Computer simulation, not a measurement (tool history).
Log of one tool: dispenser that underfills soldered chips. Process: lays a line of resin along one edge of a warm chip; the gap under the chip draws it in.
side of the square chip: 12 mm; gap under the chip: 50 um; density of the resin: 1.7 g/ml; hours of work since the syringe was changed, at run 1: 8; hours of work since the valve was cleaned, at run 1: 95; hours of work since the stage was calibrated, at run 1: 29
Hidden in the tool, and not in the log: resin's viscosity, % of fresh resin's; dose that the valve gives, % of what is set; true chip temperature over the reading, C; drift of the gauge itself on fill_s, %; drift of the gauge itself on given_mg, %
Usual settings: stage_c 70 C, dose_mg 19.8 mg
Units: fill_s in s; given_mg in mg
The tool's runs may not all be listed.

| run | hour | stage_c | dose_mg | hours of work since the syringe was changed | hours of work since the valve was cleaned | hours of work since the stage was calibrated | fill_s | given_mg |
|---|---|---|---|---|---|---|---|---|
| 1 | 0.0 | 70 | 19.8 | 8 | 95 | 29 | 80.0 | 18.76 |
|  | 3.8 | new syringe of resin |
| 2 | 14.0 | 70 | 19.8 | 7 | 105 | 38 | 78.7 | 18.72 |
|  | 18.4 | new syringe of resin |
| 3 | 23.0 | 70 | 19.8 | 3 | 111 | 44 | 67.9 | 18.68 |
| 4 | 32.1 | 70 | 19.8 | 9 | 117 | 51 | 86.1 | 18.73 |
|  | 33.7 | new syringe of resin |
| 5 | 39.1 | 70 | 19.8 | 4 | 122 | 55 | 69.3 | 18.56 |
|  | 48.5 | new syringe of resin |
| 6 | 52.8 | 68 | 19.8 | 3 | 131 | 64 | 71.8 | 18.37 |
| 7 | 62.2 | 68 | 19.8 | 9 | 137 | 71 | 91.3 | 18.54 |
|  | 63.3 | new syringe of resin |
| 8 | 76.1 | 70 | 19.8 | 9 | 147 | 80 | 84.7 | 18.39 |
|  | 77.6 | new syringe of resin |
|  | 79.6 | dispensing valve cleaned and set on the balance |
| 9 | 90.6 | 70 | 19.8 | 8 | 8 | 89 | 79.2 | 19.67 |
|  | 93.0 | new syringe of resin |
| 10 | 104.9 | 70 | 19.2 | 8 | 17 | 99 | 82.6 | 18.98 |
|  | 107.1 | new syringe of resin |
| 11 | 119.4 | 70 | 19.8 | 8 | 27 | 109 | 79.7 | 19.39 |
|  | 122.0 | new syringe of resin |
| 12 | 131.3 | 73 | 19.8 | 6 | 35 | 117 | 69.2 | 19.48 |
|  | 136.1 | new syringe of resin |
| 13 | 143.3 | 71 | 20.6 | 5 | 43 | 125 | 68.5 | 20.08 |
|  | 150.5 | new syringe of resin |
| 14 | 156.5 | 71 | 20.6 | 4 | 52 | 134 | 65.8 | 20.01 |
|  | 164.5 | new syringe of resin |
| 15 | 164.7 | 70 | 16.8 | 0 | 57 | 139 | 59.6 | 16.30 |
|  | 178.6 | new syringe of resin |
| 16 | 179.4 | 68 | 22.6 | 1 | 67 | 149 | 63.9 | 21.77 |
| 17 | 186.6 | 68 | 22.6 | 6 | 72 | 154 | 76.1 | 21.60 |
|  | 192.8 | new syringe of resin |
| 18 | 200.0 | 68 | 22.6 | 5 | 81 | 163 | 72.6 | 21.57 |
|  | 207.1 | new syringe of resin |
| 19 | 210.0 | 63 | 19.0 | 2 | 88 | 170 | 76.9 | 18.19 |
|  | 222.0 | new syringe of resin |
| 20 | 222.4 | 63 | 23.7 | 0 | 96 | 178 | 70.8 | 22.37 |
|  | 236.5 | new syringe of resin |
| 21 | 236.9 | 82 | 19.8 | 0 | 106 | 188 | 40.7 | 18.73 |
| 22 | 245.7 | 67 | 22.5 | 6 | 112 | 194 | 81.1 | 21.20 |
|  | 251.1 | new syringe of resin |
| 23 | 257.7 | 58 | 22.2 | 5 | 120 | 202 | 98.7 | 20.77 |

Forecast each of these 3 alternatives for the next run:
|  | 265.5 | new syringe of resin |
| A | 273.2 | 76 | 25.2 | 5 | 131 | 212 | ? | ? |
|  | 265.5 | new syringe of resin |
| B | 273.2 | 62 | 24.9 | 5 | 131 | 212 | ? | ? |
|  | 265.5 | new syringe of resin |
| C | 273.2 | 58 | 19.6 | 5 | 131 | 212 | ? | ? |

| run | fill_s | given_mg |
|---|---|---|
| A | 56.9 | 23.56 |
| B | 87.6 | 23.24 |
| C | 102.6 | 18.32 |
Without the tool's hidden state the same runs would have given:
| run | fill_s | given_mg |
|---|---|---|
| A | 48.7 | 25.29 |
| B | 75.2 | 24.95 |
| C | 87.7 | 19.67 |
